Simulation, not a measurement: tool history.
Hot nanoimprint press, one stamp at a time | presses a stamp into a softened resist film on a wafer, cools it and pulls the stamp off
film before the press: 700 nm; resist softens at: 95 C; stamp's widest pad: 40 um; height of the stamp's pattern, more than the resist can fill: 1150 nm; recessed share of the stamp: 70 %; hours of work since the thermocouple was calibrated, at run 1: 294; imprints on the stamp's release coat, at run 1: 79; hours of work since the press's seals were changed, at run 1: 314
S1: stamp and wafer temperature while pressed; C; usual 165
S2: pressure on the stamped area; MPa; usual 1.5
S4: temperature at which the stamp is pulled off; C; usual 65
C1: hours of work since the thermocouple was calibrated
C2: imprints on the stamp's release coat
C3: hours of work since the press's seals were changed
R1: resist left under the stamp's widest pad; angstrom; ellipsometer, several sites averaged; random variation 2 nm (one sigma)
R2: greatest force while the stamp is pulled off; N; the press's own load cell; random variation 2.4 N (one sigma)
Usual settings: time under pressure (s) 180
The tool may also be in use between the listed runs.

{"run": 1, "hour": 0.0, "S1": 165, "S2": 1.5, "time under pressure (s)": 180, "S4": 65, "C1": 294, "C2": 79, "C3": 314, "R1": 3238, "R2": 104}
{"run": 2, "hour": 14.7, "S1": 165, "S2": 1.5, "time under pressure (s)": 180, "S4": 66, "C1": 302, "C2": 118, "C3": 322, "R1": 3216, "R2": 102}
{"run": 3, "hour": 30.6, "S1": 165, "S2": 1.5, "time under pressure (s)": 180, "S4": 66, "C1": 311, "C2": 160, "C3": 331, "R1": 3176, "R2": 100}
{"run": 4, "hour": 44.8, "S1": 165, "S2": 1.5, "time under pressure (s)": 180, "S4": 65, "C1": 319, "C2": 197, "C3": 339, "R1": 3251, "R2": 108}
{"run": 5, "hour": 56.5, "S1": 165, "S2": 1.5, "time under pressure (s)": 180, "S4": 65, "C1": 326, "C2": 228, "C3": 345, "R1": 3220, "R2": 104}
{"run": 6, "hour": 71.7, "S1": 165, "S2": 1.5, "time under pressure (s)": 180, "S4": 64, "C1": 334, "C2": 269, "C3": 354, "R1": 3216, "R2": 108}
{"run": 7, "hour": 83.2, "S1": 165, "S2": 1.5, "time under pressure (s)": 180, "S4": 70, "C1": 341, "C2": 299, "C3": 360, "R1": 3238, "R2": 92}
{"run": 8, "hour": 98.8, "S1": 165, "S2": 1.28, "time under pressure (s)": 180, "S4": 65, "C1": 349, "C2": 340, "C3": 369, "R1": 3439, "R2": 111}
{"run": 9, "hour": 109.4, "S1": 165, "S2": 1.28, "time under pressure (s)": 180, "S4": 65, "C1": 355, "C2": 368, "C3": 375, "R1": 3422, "R2": 105}
{"run": 10, "hour": 117.7, "S1": 165, "S2": 1.28, "time under pressure (s)": 180, "S4": 65, "C1": 360, "C2": 390, "C3": 380, "R1": 3423, "R2": 109}
{"run": 11, "hour": 130.2, "S1": 165, "S2": 1.5, "time under pressure (s)": 180, "S4": 70, "C1": 367, "C2": 423, "C3": 387, "R1": 3231, "R2": 90}
{"run": 12, "hour": 138.4, "S1": 165, "S2": 1.5, "time under pressure (s)": 180, "S4": 70, "C1": 372, "C2": 445, "C3": 391, "R1": 3216, "R2": 94}
{"run": 13, "hour": 149.9, "S1": 165, "S2": 1.5, "time under pressure (s)": 180, "S4": 70, "C1": 378, "C2": 476, "C3": 398, "R1": 3215, "R2": 97}
{"run": 14, "hour": 156.5, "S1": 164, "S2": 1.5, "time under pressure (s)": 180, "S4": 65, "C1": 382, "C2": 493, "C3": 402, "R1": 3380, "R2": 106}
{"run": 15, "hour": 170.4, "S1": 165, "S2": 1.5, "time under pressure (s)": 92, "S4": 65, "C1": 390, "C2": 530, "C3": 409, "R1": 4078, "R2": 108}
{"run": 16, "hour": 178.7, "S1": 165, "S2": 1.55, "time under pressure (s)": 180, "S4": 65, "C1": 394, "C2": 552, "C3": 414, "R1": 3186, "R2": 103}
{"run": 17, "hour": 190.4, "S1": 165, "S2": 1.82, "time under pressure (s)": 180, "S4": 65, "C1": 401, "C2": 583, "C3": 421, "R1": 2962, "R2": 106}
{"run": 18, "hour": 198.4, "S1": 154, "S2": 1.5, "time under pressure (s)": 231, "S4": 69, "C1": 405, "C2": 604, "C3": 425, "R1": 5095, "R2": 99}
{"run": 19, "hour": 207.0, "S1": 164, "S2": 1.5, "time under pressure (s)": 93, "S4": 63, "C1": 410, "C2": 627, "C3": 430, "R1": 4291, "R2": 116}
{"run": 20, "hour": 221.3, "S1": 161, "S2": 1.24, "time under pressure (s)": 306, "S4": 69, "C1": 418, "C2": 664, "C3": 438, "R1": 3596, "R2": 96}
{"run": 21, "hour": 232.3, "S1": 161, "S2": 1.24, "time under pressure (s)": 306, "S4": 69, "C1": 424, "C2": 694, "C3": 444, "R1": 3579, "R2": 96}
{"run": 22, "hour": 243.3, "S1": 161, "S2": 1.24, "time under pressure (s)": 306, "S4": 69, "C1": 431, "C2": 723, "C3": 450, "R1": 3579, "R2": 96}
{"run": 23, "hour": 251.1, "S1": 161, "S2": 1.24, "time under pressure (s)": 306, "S4": 69, "C1": 435, "C2": 743, "C3": 455, "R1": 3562, "R2": 97}
{"hour": 262.7, "done": "plate thermocouple calibrated"}
{"run": 24, "hour": 266.6, "S1": 157, "S2": 0.93, "time under pressure (s)": 268, "S4": 62, "C1": 2, "C2": 776, "C3": 462, "R1": 4966, "R2": 118}
{"run": 25, "hour": 280.4, "S1": 166, "S2": 0.97, "time under pressure (s)": 265, "S4": 62, "C1": 10, "C2": 813, "C3": 469, "R1": 3134, "R2": 118}
{"run": 26, "hour": 293.2, "S1": 160, "S2": 1.19, "time under pressure (s)": 110, "S4": 73, "C1": 17, "C2": 847, "C3": 477, "R1": 5099, "R2": 86}
{"run": 27, "hour": 308.5, "S1": 159, "S2": 1.21, "time under pressure (s)": 309, "S4": 52, "C1": 26, "C2": 887, "C3": 485, "R1": 3997, "R2": 142}
{"run": 28, "hour": 323.5, "S1": 159, "S2": 1.21, "time under pressure (s)": 309, "S4": 52, "C1": 34, "C2": 927, "C3": 494, "R1": 3993, "R2": 144}
{"run": 29, "hour": 332.7, "S1": 158, "S2": 1.28, "time under pressure (s)": 180, "S4": 59, "C1": 39, "C2": 951, "C3": 499, "R1": 4885, "R2": 122}

How the hidden state differs across the entries between the runs, from the last listed run before each to the first after it:
Between runs 23 and 24: plate thermocouple calibrated (hour 262.7)
  true temperature over the reading, C: -0.06 -> 0
